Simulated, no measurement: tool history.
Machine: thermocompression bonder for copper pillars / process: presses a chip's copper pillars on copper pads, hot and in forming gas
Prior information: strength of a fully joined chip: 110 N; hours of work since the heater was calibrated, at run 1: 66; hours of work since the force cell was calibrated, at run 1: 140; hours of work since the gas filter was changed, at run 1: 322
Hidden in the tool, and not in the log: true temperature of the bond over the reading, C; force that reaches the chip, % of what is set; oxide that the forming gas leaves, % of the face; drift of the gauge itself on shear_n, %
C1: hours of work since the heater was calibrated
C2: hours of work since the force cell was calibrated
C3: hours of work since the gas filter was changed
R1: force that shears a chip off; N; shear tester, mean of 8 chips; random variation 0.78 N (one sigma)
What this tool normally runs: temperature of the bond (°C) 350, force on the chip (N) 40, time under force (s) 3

Run 1, day 0.000: usual settings; C1 66; C2 140; C3 322. Result: R1 55.9 N.
Run 2, day 2.462: usual settings but temperature of the bond (°C) 367; C1 107; C2 181; C3 363. Result: R1 65.1 N.
Run 3, day 3.688: usual settings; C1 127; C2 201; C3 383. Result: R1 55.6 N.
Run 4, day 5.508: usual settings but force on the chip (N) 25; C1 158; C2 232; C3 413. Result: R1 42.5 N.
Run 5, day 8.058: usual settings; C1 200; C2 274; C3 456. Result: R1 53.6 N.
At day 9.700: forming gas filter changed.
Run 6, day 10.583: usual settings but force on the chip (N) 35; C1 242; C2 316; C3 15. Result: R1 55.2 N.
Run 7, day 13.150: usual settings but force on the chip (N) 35; C1 284; C2 358; C3 57. Result: R1 54.9 N.
Run 8, day 14.625: usual settings but force on the chip (N) 35; C1 309; C2 383; C3 82. Result: R1 54.4 N.
Run 9, day 15.879: usual settings but force on the chip (N) 35; C1 330; C2 404; C3 103. Result: R1 54.2 N.
Run 10, day 17.400: usual settings; C1 355; C2 429; C3 128. Result: R1 57.8 N.
Run 11, day 18.854: usual settings but time under force (s) 4; C1 379; C2 453; C3 152. Result: R1 62.2 N.
Run 12, day 21.450: usual settings but time under force (s) 2; C1 422; C2 497; C3 196. Result: R1 48.2 N.
Run 13, day 22.888: usual settings but time under force (s) 2; C1 446; C2 521; C3 219. Result: R1 47.7 N.
Run 14, day 25.462: usual settings but time under force (s) 2; C1 489; C2 563; C3 262. Result: R1 48.3 N.
Run 15, day 26.821: usual settings but force on the chip (N) 35; C1 512; C2 586; C3 285. Result: R1 50.9 N.
Run 16, day 28.183: usual settings but force on the chip (N) 35; C1 535; C2 609; C3 308. Result: R1 50.6 N.
Run 17, day 29.625: usual settings but force on the chip (N) 35; C1 559; C2 633; C3 332. Result: R1 49.7 N.
Run 18, day 32.221: usual settings; C1 602; C2 676; C3 375. Result: R1 52.0 N.
Run 19, day 34.750: usual settings but time under force (s) 2; C1 644; C2 718; C3 417. Result: R1 46.3 N.
Run 20, day 36.742: usual settings; C1 677; C2 751; C3 450. Result: R1 52.3 N.
At day 38.679: forming gas filter changed.
Run 21, day 39.525: usual settings; C1 723; C2 797; C3 14. Result: R1 57.7 N.
Run 22, day 40.783: usual settings; C1 744; C2 818; C3 35. Result: R1 57.0 N.
Run 23, day 42.742: usual settings but time under force (s) 8; C1 776; C2 851; C3 68. Result: R1 75.4 N.
Run 24, day 45.071: usual settings but time under force (s) 8; C1 815; C2 889; C3 106. Result: R1 74.6 N.
Run 25, day 47.933: usual settings but time under force (s) 8; C1 863; C2 937; C3 154. Result: R1 74.7 N.
Run 26, day 50.650: usual settings but time under force (s) 8; C1 908; C2 982; C3 199. Result: R1 73.5 N.
Run 27, day 52.146: usual settings but temperature of the bond (°C) 341, force on the chip (N) 33; C1 933; C2 1007; C3 224. Result: R1 44.6 N.
Run 28, day 55.000: usual settings but temperature of the bond (°C) 377, force on the chip (N) 33, time under force (s) 9; C1 980; C2 1055; C3 272. Result: R1 82.6 N.
Run 29, day 57.579: usual settings but temperature of the bond (°C) 379, time under force (s) 4; C1 1023; C2 1098; C3 315. Result: R1 75.0 N.
Run 30, day 58.983: usual settings but temperature of the bond (°C) 363, force on the chip (N) 49; C1 1047; C2 1121; C3 338. Result: R1 64.5 N.
Run 31, day 61.533: usual settings but temperature of the bond (°C) 334, force on the chip (N) 30, time under force (s) 2; C1 1089; C2 1163; C3 380. Result: R1 30.9 N.
Run 32, day 63.729: usual settings but force on the chip (N) 51, time under force (s) 4; C1 1126; C2 1200; C3 417. Result: R1 62.5 N.
At day 64.204: heater calibrated with a thermocouple chip.
Run 33, day 66.458: usual settings but temperature of the bond (°C) 346, force on the chip (N) 25, time under force (s) 8; C1 38; C2 1244; C3 461. Result: R1 56.5 N.
At day 67.679: forming gas filter changed.
Run 34, day 67.892: usual settings but temperature of the bond (°C) 331, force on the chip (N) 55, time under force (s) 8; C1 61; C2 1267; C3 4. Result: R1 76.2 N.
Run 35, day 69.558: usual settings but temperature of the bond (°C) 346, force on the chip (N) 27, time under force (s) 8; C1 89; C2 1295; C3 31. Result: R1 64.1 N.
Run 36, day 70.900: usual settings but temperature of the bond (°C) 359, force on the chip (N) 41, time under force (s) 2; C1 111; C2 1317; C3 54. Result: R1 57.4 N.
Run 37, day 72.692: usual settings but temperature of the bond (°C) 359, force on the chip (N) 41, time under force (s) 2; C1 141; C2 1347; C3 83. Result: R1 57.0 N.
Run 38, day 74.125: usual settings but temperature of the bond (°C) 359, force on the chip (N) 41, time under force (s) 2; C1 165; C2 1371; C3 107. Result: R1 57.3 N.
Run 39, day 76.917: usual settings but temperature of the bond (°C) 328, force on the chip (N) 43, time under force (s) 2; C1 211; C2 1418; C3 154. Result: R1 39.6 N.
Run 40, day 78.483: usual settings but temperature of the bond (°C) 328; C1 237; C2 1444; C3 180. Result: R1 43.1 N.

Across each entry between runs, compare the hidden state at the last listed run before it with the hidden state at the first listed run after it:
Between runs 5 and 6: forming gas filter changed (day 9.700)
  true temperature of the bond over the reading, C: -0.4 -> -0.7; force that reaches the chip, % of what is set: 100.6 -> 100.7; oxide that the forming gas leaves, % of the face: 10.84 -> 0.87
  measured result minus the result with no hidden state, R1: -6.2 -> -0.4 N
Between runs 20 and 21: forming gas filter changed (day 38.679)
  true temperature of the bond over the reading, C: -3.8 -> -4.1; force that reaches the chip, % of what is set: 101.7 -> 101.8; oxide that the forming gas leaves, % of the face: 11.11 -> 0.89
  measured result minus the result with no hidden state, R1: -8.0 -> -2.3 N
Between runs 32 and 33: heater calibrated with a thermocouple chip (day 64.204)
  true temperature of the bond over the reading, C: -7 -> -1.2; force that reaches the chip, % of what is set: 102.7 -> 102.8; oxide that the forming gas leaves, % of the face: 10.15 -> 11.23
  measured result minus the result with no hidden state, R1: -10.5 -> -6.7 N
Between runs 33 and 34: forming gas filter changed (day 67.679)
  true temperature of the bond over the reading, C: -1.2 -> -1.3; force that reaches the chip, % of what is set: 102.8 -> 102.9; oxide that the forming gas leaves, % of the face: 11.23 -> 0.73
  measured result minus the result with no hidden state, R1: -6.7 -> -0.3 N
